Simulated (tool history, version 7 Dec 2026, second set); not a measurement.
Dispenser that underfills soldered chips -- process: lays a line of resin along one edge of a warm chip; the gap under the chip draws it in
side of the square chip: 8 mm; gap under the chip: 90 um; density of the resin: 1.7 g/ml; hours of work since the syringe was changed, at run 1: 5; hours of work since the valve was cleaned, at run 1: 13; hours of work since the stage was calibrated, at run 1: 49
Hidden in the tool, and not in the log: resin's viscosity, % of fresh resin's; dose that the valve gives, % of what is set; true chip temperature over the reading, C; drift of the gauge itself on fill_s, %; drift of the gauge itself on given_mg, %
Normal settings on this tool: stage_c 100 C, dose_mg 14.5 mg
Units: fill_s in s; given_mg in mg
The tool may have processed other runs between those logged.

run	hour	stage_c	dose_mg	hours of work since the syringe was changed	hours of work since the valve was cleaned	hours of work since the stage was calibrated	fill_s	given_mg
1	0.0	100	14.5	5	13	49	32.5	14.43
# hour 4.6: new syringe of resin
2	11.4	100	14.5	5	22	57	32.8	14.39
# hour 15.9: new syringe of resin
3	22.3	100	14.5	5	30	65	33.3	14.36
# hour 27.0: new syringe of resin
4	31.5	100	14.5	3	36	72	30.5	14.33
5	37.5	100	14.5	8	41	77	40.1	14.31
# hour 38.5: new syringe of resin
# hour 39.5: dispensing valve cleaned and set on the balance
6	45.1	100	14.5	4	4	81	31.2	14.47
# hour 50.7: new syringe of resin
7	52.6	100	14.5	1	10	87	26.7	14.47
# hour 61.8: new syringe of resin
8	63.6	85	14.5	1	18	95	50.5	14.40
9	71.9	85	14.5	8	24	101	75.1	14.37
# hour 73.1: new syringe of resin
10	83.1	100	17.4	8	32	110	38.0	17.21
# hour 84.8: new syringe of resin
11	94.7	100	17.4	8	41	118	36.6	17.13
# hour 96.6: new syringe of resin
# hour 97.6: dispensing valve cleaned and set on the balance
12	101.8	100	17.4	3	3	123	29.1	17.36
# hour 109.4: new syringe of resin
13	112.3	100	17.4	2	11	130	27.7	17.33
14	117.1	100	14.5	6	15	134	34.7	14.41
# hour 120.5: new syringe of resin
15	128.3	100	14.5	6	23	142	34.5	14.38
# hour 132.1: new syringe of resin
16	137.8	96	14.5	4	30	149	38.0	14.36
# hour 143.8: new syringe of resin
17	149.3	100	13.5	4	38	158	32.6	13.30
# hour 154.7: dispensing valve cleaned and set on the balance
# hour 156.2: new syringe of resin
18	159.5	100	13.5	3	3	164	28.7	13.52
# hour 167.5: new syringe of resin
19	170.1	93	12.7	2	11	172	38.5	12.66
20	174.7	93	12.7	6	15	176	48.2	12.68
# hour 178.8: new syringe of resin
21	183.1	93	12.7	3	21	182	43.1	12.65
# hour 190.2: new syringe of resin
22	191.9	93	12.7	1	27	188	37.2	12.61
23	198.0	93	12.7	6	32	193	48.8	12.58
# hour 201.4: new syringe of resin
24	208.6	90	18.4	5	40	201	52.0	18.20
# hour 212.2: dispensing valve cleaned and set on the balance
# hour 213.8: new syringe of resin
25	217.4	104	13.0	3	4	206	25.7	12.97
# hour 224.9: new syringe of resin
26	226.4	96	14.9	1	10	213	31.5	14.81
27	234.4	96	14.9	7	16	219	45.7	14.79
# hour 236.2: new syringe of resin
28	242.4	104	14.9	5	22	225	27.8	14.75
# hour 248.0: new syringe of resin
29	249.6	113	14.6	1	27	230	15.2	14.41
30	257.2	113	14.6	7	33	236	22.0	14.41
# hour 259.3: new syringe of resin
# hour 269.5: dispensing valve cleaned and set on the balance
31	269.6	110	14.6	7	0	244	25.7	14.59
# hour 271.3: new syringe of resin
32	277.1	110	14.6	4	6	250	21.1	14.56
# hour 282.4: new syringe of resin
33	288.4	105	12.8	5	14	258	27.7	12.76
# hour 294.1: new syringe of resin
34	295.4	105	12.8	1	19	263	21.7	12.70

What differs in the tool's unlogged condition from the final listed run ahead of each entry between runs to the first listed run following it?
Run 1 -> run 2: new syringe of resin (hour 4.6)
  resin's viscosity, % of fresh resin's: 135.6 -> 136.9; dose that the valve gives, % of what is set: 99.52 -> 99.25; true chip temperature over the reading, C: -0.36 -> -0.39
  what was measured, less what the result would be without the hidden state, fill_s: +9.0 -> +9.3 s; given_mg: -0.07 -> -0.11 mg
Run 2 -> run 3: new syringe of resin (hour 15.9)
  resin's viscosity, % of fresh resin's: 136.9 -> 134.7; dose that the valve gives, % of what is set: 99.25 -> 99; true chip temperature over the reading, C: -0.39 -> -0.42
  what was measured, less what the result would be without the hidden state, fill_s: +9.3 -> +8.9 s; given_mg: -0.11 -> -0.15 mg
Run 3 -> run 4: new syringe of resin (hour 27.0)
  resin's viscosity, % of fresh resin's: 134.7 -> 124.6; dose that the valve gives, % of what is set: 99 -> 98.77; true chip temperature over the reading, C: -0.42 -> -0.45
  what was measured, less what the result would be without the hidden state, fill_s: +8.9 -> +6.6 s; given_mg: -0.15 -> -0.17 mg
Run 5 -> run 6: new syringe of resin (hour 38.5); dispensing valve cleaned and set on the balance (hour 39.5)
  resin's viscosity, % of fresh resin's: 164 -> 130.1; dose that the valve gives, % of what is set: 98.63 -> 99.85; true chip temperature over the reading, C: -0.47 -> -0.49
  what was measured, less what the result would be without the hidden state, fill_s: +15.9 -> +7.7 s; given_mg: -0.20 -> -0.02 mg
Run 6 -> run 7: new syringe of resin (hour 50.7)
  resin's viscosity, % of fresh resin's: 130.1 -> 109.4; dose that the valve gives, % of what is set: 99.85 -> 99.67; true chip temperature over the reading, C: -0.49 -> -0.51
  what was measured, less what the result would be without the hidden state, fill_s: +7.7 -> +2.8 s; given_mg: -0.02 -> -0.05 mg
Run 7 -> run 8: new syringe of resin (hour 61.8)
  resin's viscosity, % of fresh resin's: 109.4 -> 109; dose that the valve gives, % of what is set: 99.67 -> 99.4; true chip temperature over the reading, C: -0.51 -> -0.54
  what was measured, less what the result would be without the hidden state, fill_s: +2.8 -> +5.4 s; given_mg: -0.05 -> -0.09 mg
Run 9 -> run 10: new syringe of resin (hour 73.1)
  resin's viscosity, % of fresh resin's: 159 -> 156.3; dose that the valve gives, % of what is set: 99.18 -> 98.9; true chip temperature over the reading, C: -0.57 -> -0.6
  what was measured, less what the result would be without the hidden state, fill_s: +29.0 -> +14.1 s; given_mg: -0.12 -> -0.19 mg
Run 10 -> run 11: new syringe of resin (hour 84.8)
  resin's viscosity, % of fresh resin's: 156.3 -> 154.4; dose that the valve gives, % of what is set: 98.9 -> 98.64; true chip temperature over the reading, C: -0.6 -> -0.63
  what was measured, less what the result would be without the hidden state, fill_s: +14.1 -> +13.5 s; given_mg: -0.19 -> -0.24 mg
Run 11 -> run 12: new syringe of resin (hour 96.6); dispensing valve cleaned and set on the balance (hour 97.6)
  resin's viscosity, % of fresh resin's: 154.4 -> 122.4; dose that the valve gives, % of what is set: 98.64 -> 99.83; true chip temperature over the reading, C: -0.63 -> -0.65
  what was measured, less what the result would be without the hidden state, fill_s: +13.5 -> +5.9 s; given_mg: -0.24 -> -0.03 mg
Run 12 -> run 13: new syringe of resin (hour 109.4)
  resin's viscosity, % of fresh resin's: 122.4 -> 115.4; dose that the valve gives, % of what is set: 99.83 -> 99.57; true chip temperature over the reading, C: -0.65 -> -0.68
  what was measured, less what the result would be without the hidden state, fill_s: +5.9 -> +4.4 s; given_mg: -0.03 -> -0.08 mg
Run 14 -> run 15: new syringe of resin (hour 120.5)
  resin's viscosity, % of fresh resin's: 143.7 -> 143.6; dose that the valve gives, % of what is set: 99.45 -> 99.17; true chip temperature over the reading, C: -0.69 -> -0.72
  what was measured, less what the result would be without the hidden state, fill_s: +11.4 -> +11.3 s; given_mg: -0.08 -> -0.12 mg
Run 15 -> run 16: new syringe of resin (hour 132.1)
  resin's viscosity, % of fresh resin's: 143.6 -> 130.5; dose that the valve gives, % of what is set: 99.17 -> 98.95; true chip temperature over the reading, C: -0.72 -> -0.75
  what was measured, less what the result would be without the hidden state, fill_s: +11.3 -> +9.9 s; given_mg: -0.12 -> -0.15 mg
Run 16 -> run 17: new syringe of resin (hour 143.8)
  resin's viscosity, % of fresh resin's: 130.5 -> 129.6; dose that the valve gives, % of what is set: 98.95 -> 98.68; true chip temperature over the reading, C: -0.75 -> -0.79
  what was measured, less what the result would be without the hidden state, fill_s: +9.9 -> +8.3 s; given_mg: -0.15 -> -0.17 mg
Run 17 -> run 18: dispensing valve cleaned and set on the balance (hour 154.7); new syringe of resin (hour 156.2)
  resin's viscosity, % of fresh resin's: 129.6 -> 115.7; dose that the valve gives, % of what is set: 98.68 -> 100.08; true chip temperature over the reading, C: -0.79 -> -0.81
  what was measured, less what the result would be without the hidden state, fill_s: +8.3 -> +4.7 s; given_mg: -0.17 -> +0.01 mg
Run 18 -> run 19: new syringe of resin (hour 167.5)
  resin's viscosity, % of fresh resin's: 115.7 -> 112.8; dose that the valve gives, % of what is set: 100.08 -> 99.82; true chip temperature over the reading, C: -0.81 -> -0.84
  what was measured, less what the result would be without the hidden state, fill_s: +4.7 -> +5.7 s; given_mg: +0.01 -> -0.02 mg
Run 20 -> run 21: new syringe of resin (hour 178.8)
  resin's viscosity, % of fresh resin's: 139.2 -> 121.9; dose that the valve gives, % of what is set: 99.69 -> 99.51; true chip temperature over the reading, C: -0.86 -> -0.88
  what was measured, less what the result would be without the hidden state, fill_s: +14.8 -> +8.9 s; given_mg: -0.04 -> -0.07 mg
Run 21 -> run 22: new syringe of resin (hour 190.2)
  resin's viscosity, % of fresh resin's: 121.9 -> 107.3; dose that the valve gives, % of what is set: 99.51 -> 99.3; true chip temperature over the reading, C: -0.88 -> -0.9
  what was measured, less what the result would be without the hidden state, fill_s: +8.9 -> +3.9 s; given_mg: -0.07 -> -0.09 mg
Run 23 -> run 24: new syringe of resin (hour 201.4)
  resin's viscosity, % of fresh resin's: 141.9 -> 140.3; dose that the valve gives, % of what is set: 99.16 -> 98.9; true chip temperature over the reading, C: -0.92 -> -0.96
  what was measured, less what the result would be without the hidden state, fill_s: +15.7 -> +16.4 s; given_mg: -0.10 -> -0.20 mg
Run 24 -> run 25: dispensing valve cleaned and set on the balance (hour 212.2); new syringe of resin (hour 213.8)
  resin's viscosity, % of fresh resin's: 140.3 -> 118.6; dose that the valve gives, % of what is set: 98.9 -> 99.69; true chip temperature over the reading, C: -0.96 -> -0.98
  what was measured, less what the result would be without the hidden state, fill_s: +16.4 -> +4.9 s; given_mg: -0.20 -> -0.04 mg
Run 25 -> run 26: new syringe of resin (hour 224.9)
  resin's viscosity, % of fresh resin's: 118.6 -> 106.6; dose that the valve gives, % of what is set: 99.69 -> 99.47; true chip temperature over the reading, C: -0.98 -> -1
  what was measured, less what the result would be without the hidden state, fill_s: +4.9 -> +3.2 s; given_mg: -0.04 -> -0.08 mg
Run 27 -> run 28: new syringe of resin (hour 236.2)
  resin's viscosity, % of fresh resin's: 154.3 -> 131.6; dose that the valve gives, % of what is set: 99.27 -> 99.09; true chip temperature over the reading, C: -1.03 -> -1.05
  what was measured, less what the result would be without the hidden state, fill_s: +17.2 -> +7.6 s; given_mg: -0.11 -> -0.14 mg
Run 28 -> run 29: new syringe of resin (hour 248.0)
  resin's viscosity, % of fresh resin's: 131.6 -> 105.9; dose that the valve gives, % of what is set: 99.09 -> 98.91; true chip temperature over the reading, C: -1.05 -> -1.07
  what was measured, less what the result would be without the hidden state, fill_s: +7.6 -> +1.5 s; given_mg: -0.14 -> -0.16 mg
Run 30 -> run 31: new syringe of resin (hour 259.3); dispensing valve cleaned and set on the balance (hour 269.5)
  resin's viscosity, % of fresh resin's: 149.7 -> 153.2; dose that the valve gives, % of what is set: 98.7 -> 99.97; true chip temperature over the reading, C: -1.1 -> -1.13
  what was measured, less what the result would be without the hidden state, fill_s: +8.0 -> +9.6 s; given_mg: -0.19 -> -0.01 mg
Run 31 -> run 32: new syringe of resin (hour 271.3)
  resin's viscosity, % of fresh resin's: 153.2 -> 128.9; dose that the valve gives, % of what is set: 99.97 -> 99.8; true chip temperature over the reading, C: -1.13 -> -1.15
  what was measured, less what the result would be without the hidden state, fill_s: +9.6 -> +5.5 s; given_mg: -0.01 -> -0.03 mg
Run 32 -> run 33: new syringe of resin (hour 282.4)
  resin's viscosity, % of fresh resin's: 128.9 -> 131.6; dose that the valve gives, % of what is set: 99.8 -> 99.53; true chip temperature over the reading, C: -1.15 -> -1.19
  what was measured, less what the result would be without the hidden state, fill_s: +5.5 -> +7.7 s; given_mg: -0.03 -> -0.06 mg
Run 33 -> run 34: new syringe of resin (hour 294.1)
  resin's viscosity, % of fresh resin's: 131.6 -> 105.8; dose that the valve gives, % of what is set: 99.53 -> 99.34; true chip temperature over the reading, C: -1.19 -> -1.21
  what was measured, less what the result would be without the hidden state, fill_s: +7.7 -> +2.3 s; given_mg: -0.06 -> -0.09 mg
